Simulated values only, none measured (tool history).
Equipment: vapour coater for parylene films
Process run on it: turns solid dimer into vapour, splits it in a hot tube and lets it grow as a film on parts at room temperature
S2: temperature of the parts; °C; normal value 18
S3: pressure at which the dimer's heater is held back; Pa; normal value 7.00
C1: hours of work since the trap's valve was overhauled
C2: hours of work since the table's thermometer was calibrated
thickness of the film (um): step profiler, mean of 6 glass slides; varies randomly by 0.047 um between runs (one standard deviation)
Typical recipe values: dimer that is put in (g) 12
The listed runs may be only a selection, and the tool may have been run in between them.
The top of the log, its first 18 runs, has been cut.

At hour 289.1: trap's valve overhauled.
Run 19, hour 313.4: usual settings but S2 22 °C; C1 21; C2 760. Result: thickness of the film (um) 4.01.
Run 20, hour 333.7: usual settings but S2 22 °C, S3 7.58 Pa; C1 39; C2 778. Result: thickness of the film (um) 4.02.
Run 21, hour 353.9: usual settings but S2 22 °C, S3 7.58 Pa; C1 56; C2 795. Result: thickness of the film (um) 4.04.
Run 22, hour 378.9: usual settings but S2 22 °C, S3 2.68 Pa; C1 78; C2 817. Result: thickness of the film (um) 4.68.
Run 23, hour 403.2: usual settings but S2 17 °C, S3 7.06 Pa; C1 99; C2 838. Result: thickness of the film (um) 4.77.
Run 24, hour 414.9: usual settings but dimer that is put in (g) 11, S3 11.69 Pa; C1 109; C2 848. Result: thickness of the film (um) 3.85.
Run 25, hour 429.0: usual settings but dimer that is put in (g) 5, S2 19 °C, S3 9.88 Pa; C1 121; C2 860. Result: thickness of the film (um) 1.79.
At hour 434.8: trap's valve overhauled, once more.
Run 26, hour 451.5: usual settings but dimer that is put in (g) 10, S3 5.33 Pa; C1 14; C2 876. Result: thickness of the film (um) 4.60.
Run 27, hour 473.6: usual settings but dimer that is put in (g) 11, S2 19 °C, S3 5.33 Pa; C1 34; C2 895. Result: thickness of the film (um) 5.00.
Run 28, hour 486.1: usual settings but dimer that is put in (g) 14, S2 11 °C; C1 44; C2 906. Result: thickness of the film (um) 8.17.
Run 29, hour 498.7: usual settings but dimer that is put in (g) 6, S2 20 °C; C1 55; C2 917. Result: thickness of the film (um) 2.48.
Run 30, hour 523.8: usual settings but dimer that is put in (g) 6, S2 20 °C; C1 77; C2 939. Result: thickness of the film (um) 2.45.
Run 31, hour 542.5: usual settings but dimer that is put in (g) 6, S3 6.35 Pa; C1 93; C2 955. Result: thickness of the film (um) 2.68.
Run 32, hour 566.2: usual settings but S2 22 °C; C1 114; C2 976. Result: thickness of the film (um) 4.47.
Run 33, hour 579.8: usual settings but dimer that is put in (g) 8, S2 22 °C, S3 5.18 Pa; C1 125; C2 987. Result: thickness of the film (um) 3.14.
Run 34, hour 592.1: usual settings but dimer that is put in (g) 5, S3 2.69 Pa; C1 136; C2 998. Result: thickness of the film (um) 2.59.
Run 35, hour 616.0: usual settings but dimer that is put in (g) 5, S3 2.69 Pa; C1 157; C2 1019. Result: thickness of the film (um) 2.53.
Run 36, hour 641.3: usual settings but dimer that is put in (g) 14, S3 9.61 Pa; C1 179; C2 1040. Result: thickness of the film (um) 5.69.
Run 37, hour 658.8: usual settings but dimer that is put in (g) 7, S3 2.00 Pa; C1 194; C2 1056. Result: thickness of the film (um) 3.67.
Run 38, hour 672.2: usual settings but dimer that is put in (g) 15, S3 5.02 Pa; C1 205; C2 1067. Result: thickness of the film (um) 6.73.
At hour 689.7: table's thermometer calibrated.
Run 39, hour 694.2: usual settings but dimer that is put in (g) 10, S3 2.24 Pa; C1 223; C2 4. Result: thickness of the film (um) 5.27.
Run 40, hour 717.2: usual settings but S2 14 °C; C1 243; C2 24. Result: thickness of the film (um) 6.07.
Run 41, hour 734.2: usual settings but dimer that is put in (g) 14, S2 22 °C, S3 2.03 Pa; C1 258; C2 38. Result: thickness of the film (um) 6.31.
Run 42, hour 753.9: usual settings but dimer that is put in (g) 14, S2 17 °C, S3 2.56 Pa; C1 275; C2 56. Result: thickness of the film (um) 7.33.

5 ways to go on from here, each from the tool as it stands after run 42. What would each give?
Run A, hour 778.9: usual settings but dimer that is put in (g) 14, S2 17 °C, S3 6.14 Pa; C1 297; C2 77. Result: thickness of the film (um) ?.
Run B, hour 778.9: usual settings but dimer that is put in (g) 5, S3 2.02 Pa; C1 297; C2 77. Result: thickness of the film (um) ?.
Run C, hour 778.9: usual settings but dimer that is put in (g) 17, S2 11 °C, S3 4.89 Pa; C1 297; C2 77. Result: thickness of the film (um) ?.
Run D, hour 778.9: usual settings but dimer that is put in (g) 18, S2 23 °C, S3 5.50 Pa; C1 297; C2 77. Result: thickness of the film (um) ?.
Run E, hour 778.9: usual settings but dimer that is put in (g) 13, S2 17 °C, S3 9.16 Pa; C1 297; C2 77. Result: thickness of the film (um) ?.

run  thickness of the film (um)
  A                        6.46
  B                        2.63
  C                       10.05
  D                        6.77
  E                        5.61
What these runs would have given with no unlogged condition in the tool:
run  thickness of the film (um)
  A                        6.85
  B                        2.78
  C                       10.66
  D                        7.19
  E                        5.95
